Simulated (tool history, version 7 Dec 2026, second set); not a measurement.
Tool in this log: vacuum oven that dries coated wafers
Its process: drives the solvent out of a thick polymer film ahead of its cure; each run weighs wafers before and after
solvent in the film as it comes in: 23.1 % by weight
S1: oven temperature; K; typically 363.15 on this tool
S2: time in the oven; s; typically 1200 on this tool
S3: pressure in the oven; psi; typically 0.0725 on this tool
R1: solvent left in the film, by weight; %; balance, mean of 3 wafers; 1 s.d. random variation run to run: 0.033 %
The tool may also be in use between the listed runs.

Run 1, hour 0.0: usual settings. Result: R1 1.82 %.
Run 2, hour 17.7: usual settings. Result: R1 1.79 %.
Run 3, hour 28.4: usual settings. Result: R1 1.79 %.
Run 4, hour 40.1: usual settings. Result: R1 1.82 %.
Run 5, hour 52.2: usual settings. Result: R1 1.79 %.
Run 6, hour 60.9: usual settings but S1 370.15 K. Result: R1 0.62 %.
Run 7, hour 73.8: usual settings but S1 370.15 K. Result: R1 0.68 %.
Run 8, hour 90.9: usual settings but S1 370.15 K. Result: R1 0.65 %.
Run 9, hour 100.1: usual settings but S1 349.15 K, S3 0.2315 psi. Result: R1 7.53 %.
Run 10, hour 109.0: usual settings but S1 370.15 K, S2 1740 s, S3 0.0619 psi. Result: R1 0.17 %.
Run 11, hour 121.9: usual settings but S1 359.15 K, S3 0.0635 psi. Result: R1 2.96 %.
Run 12, hour 139.8: usual settings but S1 359.15 K, S3 0.0635 psi. Result: R1 2.95 %.
Run 13, hour 158.7: usual settings but S3 0.2074 psi. Result: R1 2.13 %.
Run 14, hour 169.8: usual settings but S1 364.15 K, S3 0.0629 psi. Result: R1 1.55 %.
Run 15, hour 180.4: usual settings but S1 364.15 K, S3 0.0629 psi. Result: R1 1.60 %.
Run 16, hour 193.0: usual settings but S1 364.15 K, S3 0.0629 psi. Result: R1 1.57 %.

What if the next run were any one of these 4? Each begins from the tool's condition after run 16:
Run A, hour 211.4: usual settings but S1 370.15 K, S2 1020 s, S3 0.0721 psi. Result: R1 ?.
Run B, hour 211.4: usual settings but S1 354.15 K, S2 1680 s, S3 0.1926 psi. Result: R1 ?.
Run C, hour 211.4: usual settings but S1 349.15 K, S2 1680 s, S3 0.0745 psi. Result: R1 ?.
Run D, hour 211.4: usual settings but S1 361.15 K, S2 660 s, S3 0.0497 psi. Result: R1 ?.

run    R1
  A  0.98
  B  3.29
  C  4.72
  D  5.72
Without the tool's hidden state the same runs would have given:
run    R1
  A  0.78
  B  2.82
  C  4.13
  D  5.15

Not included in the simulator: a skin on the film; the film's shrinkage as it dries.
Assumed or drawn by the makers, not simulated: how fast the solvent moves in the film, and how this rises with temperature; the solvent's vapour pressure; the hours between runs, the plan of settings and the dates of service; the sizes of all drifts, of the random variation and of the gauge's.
